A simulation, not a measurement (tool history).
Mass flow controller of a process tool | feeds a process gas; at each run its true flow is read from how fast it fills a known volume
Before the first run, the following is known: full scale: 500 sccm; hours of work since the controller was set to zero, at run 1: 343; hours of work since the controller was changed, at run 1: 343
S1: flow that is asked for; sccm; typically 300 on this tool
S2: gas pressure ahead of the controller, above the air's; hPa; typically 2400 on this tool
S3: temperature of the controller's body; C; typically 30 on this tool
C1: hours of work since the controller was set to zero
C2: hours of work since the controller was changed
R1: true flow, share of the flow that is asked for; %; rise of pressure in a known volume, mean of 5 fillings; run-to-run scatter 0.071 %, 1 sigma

run	hour	S1	S2	S3	C1	C2	R1
1	0	300	2400	30	343	343	100.22
2	127.8	300	2400	30	386	386	99.94
3	217.2	300	2400	24	416	416	99.51
4	299	300	2400	24	443	443	99.34
5	388.1	300	2400	24	473	473	99.6
6	534.7	51	2400	30	522	522	99.07
7	622.7	438	2400	30	551	551	100.21
8	729.2	438	2400	30	587	587	100.25
9	823.8	300	1550	30	618	618	99.55
# hour 831.5: controller's zero set anew
10	986.6	300	1550	30	52	672	99.49
# hour 1113.8: controller's zero set anew, once more
11	1132.6	300	1550	30	6	721	99.47
12	1231.9	135	1720	22	39	754	98.73
13	1303.6	300	2740	24	63	778	99.66
14	1380	329	1570	28	89	804	99.5
15	1515.2	329	1570	28	134	849	99.39
16	1634.4	232	1950	30	174	889	99.71
17	1779.4	258	1890	40	222	937	100.56
18	1911.6	258	1890	40	266	981	100.64

Predict the results of run 19:
19	2004.5	425	1510	21	297	1012	?

Logged for run 19: R1 98.59 %.
On a tool with no hidden condition, and with the same random variation, this run would have come out at R1 99.13 %.
